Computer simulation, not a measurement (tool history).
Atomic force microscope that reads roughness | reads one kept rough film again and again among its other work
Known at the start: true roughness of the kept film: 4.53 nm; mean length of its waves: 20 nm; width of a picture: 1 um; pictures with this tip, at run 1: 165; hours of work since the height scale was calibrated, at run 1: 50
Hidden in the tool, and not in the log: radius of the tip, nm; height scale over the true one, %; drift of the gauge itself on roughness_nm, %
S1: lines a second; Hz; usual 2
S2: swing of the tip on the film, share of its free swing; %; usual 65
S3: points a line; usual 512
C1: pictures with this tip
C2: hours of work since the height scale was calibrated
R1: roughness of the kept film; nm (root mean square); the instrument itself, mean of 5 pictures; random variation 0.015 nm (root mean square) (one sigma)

run,hour,S1,S2,S3,C1,C2,R1
1,0,2,65,512,165,50,2.768
2,10.8,2,65,512,177,54,2.728
3,17.8,2,65,512,185,57,2.708
4,26.8,2,65,512,195,62,2.68
5,38.1,2,65,512,207,67,2.615
6,50.1,2,65,512,221,72,2.569
7,55.6,2,65,512,227,74,2.544
8,65.1,2,65,512,237,79,2.533
9,72.9,2,65,512,246,82,2.511
10,83.6,2,69,512,258,87,2.412
11,96.8,2,69,512,273,93,2.402
12,103.5,0.98,65,388,280,96,2.436
13,110.1,2.67,83,257,287,99,2.138
# hour 112.8: new tip fitted
14,121.2,2.67,83,257,9,103,3.07

The next listed run, before its measurement:
15,127.7,2,57,497,16,106,?

R1: 3.451 nm (root mean square)
Without the tool's hidden state the same run would have given R1 3.591 nm (root mean square).
